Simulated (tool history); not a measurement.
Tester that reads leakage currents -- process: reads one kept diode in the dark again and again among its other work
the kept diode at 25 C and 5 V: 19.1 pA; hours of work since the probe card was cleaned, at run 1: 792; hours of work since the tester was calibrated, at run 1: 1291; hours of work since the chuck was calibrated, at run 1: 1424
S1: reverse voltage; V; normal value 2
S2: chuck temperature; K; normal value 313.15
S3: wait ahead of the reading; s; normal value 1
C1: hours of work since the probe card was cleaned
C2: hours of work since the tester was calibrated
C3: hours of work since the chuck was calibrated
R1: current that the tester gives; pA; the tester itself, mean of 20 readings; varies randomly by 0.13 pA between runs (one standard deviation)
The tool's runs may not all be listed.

Run 1, hour 0: usual settings; C1 792; C2 1291; C3 1424. Result: R1 40.47 pA.
Run 2, hour 86.3: usual settings but S3 0.52 s; C1 843; C2 1343; C3 1476. Result: R1 40.68 pA.
Run 3, hour 208.6: usual settings but S3 0.52 s; C1 916; C2 1416; C3 1549. Result: R1 40.89 pA.
Run 4, hour 303.6: usual settings; C1 973; C2 1473; C3 1605. Result: R1 40.56 pA.
At hour 357.7: chuck's temperature calibrated.
Run 5, hour 431.2: usual settings; C1 1048; C2 1548; C3 44. Result: R1 40.47 pA.
Run 6, hour 591.4: usual settings; C1 1144; C2 1643; C3 139. Result: R1 40.45 pA.
Run 7, hour 767.5: usual settings but S2 307.15 K; C1 1249; C2 1748; C3 245. Result: R1 26.91 pA.
Run 8, hour 919: usual settings but S1 5.94 V, S2 307.15 K; C1 1339; C2 1839; C3 335. Result: R1 40.07 pA.
Run 9, hour 1102.5: usual settings but S1 5.94 V, S2 307.15 K; C1 1449; C2 1948; C3 444. Result: R1 39.8 pA.
Run 10, hour 1263: usual settings but S2 304.15 K; C1 1544; C2 2044; C3 540. Result: R1 21.87 pA.
Run 11, hour 1348.2: usual settings; C1 1595; C2 2095; C3 591. Result: R1 40.37 pA.
Run 12, hour 1534.7: usual settings; C1 1707; C2 2206; C3 702. Result: R1 40.22 pA.
Run 13, hour 1655.6: usual settings; C1 1779; C2 2278; C3 775. Result: R1 40.48 pA.
At hour 1737.6: probe card cleaned and baked.
Run 14, hour 1793.4: usual settings; C1 33; C2 2359; C3 855. Result: R1 40.38 pA.
Run 15, hour 1896.4: usual settings but S1 1.67 V; C1 95; C2 2420; C3 916. Result: R1 37.97 pA.
Run 16, hour 2008.2: usual settings but S1 1.67 V; C1 162; C2 2487; C3 983. Result: R1 37.81 pA.
Run 17, hour 2139.7: usual settings but S1 1.67 V; C1 240; C2 2565; C3 1062. Result: R1 37.9 pA.
Run 18, hour 2247.7: usual settings but S1 5.93 V, S2 332.15 K; C1 304; C2 2630; C3 1126. Result: R1 196.59 pA.
Run 19, hour 2387.7: usual settings but S1 5.93 V, S2 332.15 K; C1 388; C2 2713; C3 1210. Result: R1 195.23 pA.
Run 20, hour 2495.3: usual settings but S1 1.53 V, S2 322.15 K; C1 452; C2 2778; C3 1274. Result: R1 65.58 pA.
Run 21, hour 2572.2: usual settings but S1 1.53 V, S2 322.15 K; C1 498; C2 2824; C3 1320. Result: R1 66 pA.
Run 22, hour 2672.9: usual settings but S1 1.39 V, S2 294.15 K, S3 2.77 s; C1 558; C2 2884; C3 1380. Result: R1 9.13 pA.
Run 23, hour 2813.3: usual settings but S1 1.39 V, S2 294.15 K, S3 2.77 s; C1 642; C2 2967; C3 1464. Result: R1 9.24 pA.
Run 24, hour 2889.9: usual settings but S1 5.26 V, S2 306.15 K, S3 7.44 s; C1 688; C2 3013; C3 1509. Result: R1 34.88 pA.
Run 25, hour 2981.7: usual settings but S3 8.39 s; C1 742; C2 3068; C3 1564. Result: R1 39.89 pA.
Run 26, hour 3059.9: usual settings but S1 2.85 V, S2 294.15 K, S3 8.39 s; C1 789; C2 3115; C3 1611. Result: R1 11.74 pA.
At hour 3101.7: chuck's temperature calibrated.
Run 27, hour 3230.6: usual settings but S1 4.78 V, S2 324.15 K, S3 1.15 s; C1 890; C2 3215; C3 77. Result: R1 112.15 pA.
Run 28, hour 3344.5: usual settings but S2 326.15 K; C1 958; C2 3283; C3 145. Result: R1 93.21 pA.
Run 29, hour 3471.3: usual settings but S1 12.91 V, S2 312.15 K; C1 1034; C2 3359; C3 221. Result: R1 74.24 pA.
Run 30, hour 3582.7: usual settings but S1 12.91 V, S2 312.15 K; C1 1100; C2 3425; C3 287. Result: R1 74.37 pA.
Run 31, hour 3716.4: usual settings but S1 12.91 V, S2 312.15 K; C1 1180; C2 3505; C3 367. Result: R1 74.06 pA.
Run 32, hour 3862.1: usual settings but S2 302.15 K; C1 1267; C2 3592; C3 454. Result: R1 18.86 pA.

How the hidden state differs across the entries between the runs, from the last listed run before each to the first after it:
Run 4 -> run 5: chuck's temperature calibrated (hour 357.7)
  true chuck temperature over the reading, C: 0.01 -> 0
Run 13 -> run 14: probe card cleaned and baked (hour 1737.6)
  stray current of the dirty probe card, pA a volt: 0.028 -> 0.02
Run 26 -> run 27: chuck's temperature calibrated (hour 3101.7)
  true chuck temperature over the reading, C: 0.01 -> 0
